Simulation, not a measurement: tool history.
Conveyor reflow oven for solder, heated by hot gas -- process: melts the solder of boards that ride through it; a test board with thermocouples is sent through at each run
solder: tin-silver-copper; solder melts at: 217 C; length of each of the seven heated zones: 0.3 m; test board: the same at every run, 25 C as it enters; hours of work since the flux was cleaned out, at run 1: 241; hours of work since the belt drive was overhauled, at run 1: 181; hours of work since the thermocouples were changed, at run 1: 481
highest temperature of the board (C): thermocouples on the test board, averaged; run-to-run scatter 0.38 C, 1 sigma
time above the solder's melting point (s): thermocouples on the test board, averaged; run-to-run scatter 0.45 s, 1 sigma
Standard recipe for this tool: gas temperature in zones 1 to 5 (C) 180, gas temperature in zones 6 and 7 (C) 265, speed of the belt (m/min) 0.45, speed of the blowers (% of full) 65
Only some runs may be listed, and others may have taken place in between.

run	hour	gas temperature in zones 1 to 5 (C)	gas temperature in zones 6 and 7 (C)	speed of the belt (m/min)	speed of the blowers (% of full)	hours of work since the flux was cleaned out	hours of work since the belt drive was overhauled	hours of work since the thermocouples were changed	highest temperature of the board (C)	time above the solder's melting point (s)
1	0	180	265	0.45	65	241	181	481	252	62.3
2	3.8	180	265	0.45	65	243	183	483	251.1	61.4
3	11	180	265	0.45	77	247	187	486	255.1	65.2
4	17.4	180	265	0.45	77	250	191	490	254.7	64.8
5	23.6	180	265	0.45	77	254	194	493	254.6	64.4
6	29.4	180	265	0.45	77	257	197	496	254.8	64.4
7	35	180	265	0.45	77	260	200	499	254.1	65.1
8	38.8	180	265	0.45	77	262	202	501	254.5	64.8
9	42.8	180	265	0.45	65	264	204	504	252.1	62.2
10	48.6	180	265	0.45	65	267	208	507	251.8	62.3
11	55.1	180	265	0.45	65	271	211	510	251.2	62.6
# hour 63: flux residue cleaned out of gas plates and filters
12	68.7	180	265	0.45	65	3	216	515	251.6	62.3
13	73.9	180	265	0.381	65	6	219	518	256.4	78.4
14	82.4	180	265	0.381	65	10	223	522	255.4	78.8
15	89.3	180	265	0.381	65	14	227	526	256.1	78.7
16	97.5	180	265	0.381	65	19	231	530	255.6	78.3
17	106.4	169	273	0.53	65	23	236	535	251.2	47.6
18	110.9	180	267	0.539	65	26	238	538	248.4	47.6
19	120.1	180	267	0.539	65	31	243	543	248.6	47.5
20	126.8	180	267	0.539	65	34	247	546	247.5	48
21	132.2	180	274	0.45	88	37	250	549	264.9	70.2
22	137.8	180	274	0.45	88	40	253	552	264.4	69.3
23	145.3	190	274	0.388	53	44	257	556	261.7	84.6
24	153.8	180	264	0.372	65	49	262	561	254.9	80.7
25	158.9	180	280	0.39	79	52	264	563	271.9	85.8
26	166.8	180	280	0.39	79	56	269	568	271.9	85.6
27	173.4	166	257	0.403	79	60	272	571	248.9	63.3
# hour 178.3: thermocouples of zones 6 and 7 changed
28	180.3	178	265	0.45	60	62	275	1	249.9	59.5
29	189.4	180	271	0.45	65	67	280	6	256.3	65.7
30	196.3	180	271	0.502	67	71	283	10	255	57.2
31	201	180	271	0.502	67	73	286	12	254.1	56.5

Branching from run 31: 4 alternative next runs. What would each branch give?
A	208.2	172	274	0.502	67	77	290	16	?	?
B	208.2	180	265	0.45	51	77	290	16	?	?
C	208.2	180	259	0.422	65	77	290	16	?	?
D	208.2	195	258	0.45	57	77	290	16	?	?

run	highest temperature of the board (C)	time above the solder's melting point (s)
A	255.5	54.8
B	246.5	56.8
C	248.8	64.8
D	246.4	65
Without the tool's unlogged condition, the same runs would have read:
run	highest temperature of the board (C)	time above the solder's melting point (s)
A	255.5	54.8
B	246.5	56.7
C	248.8	64.8
D	246.4	65

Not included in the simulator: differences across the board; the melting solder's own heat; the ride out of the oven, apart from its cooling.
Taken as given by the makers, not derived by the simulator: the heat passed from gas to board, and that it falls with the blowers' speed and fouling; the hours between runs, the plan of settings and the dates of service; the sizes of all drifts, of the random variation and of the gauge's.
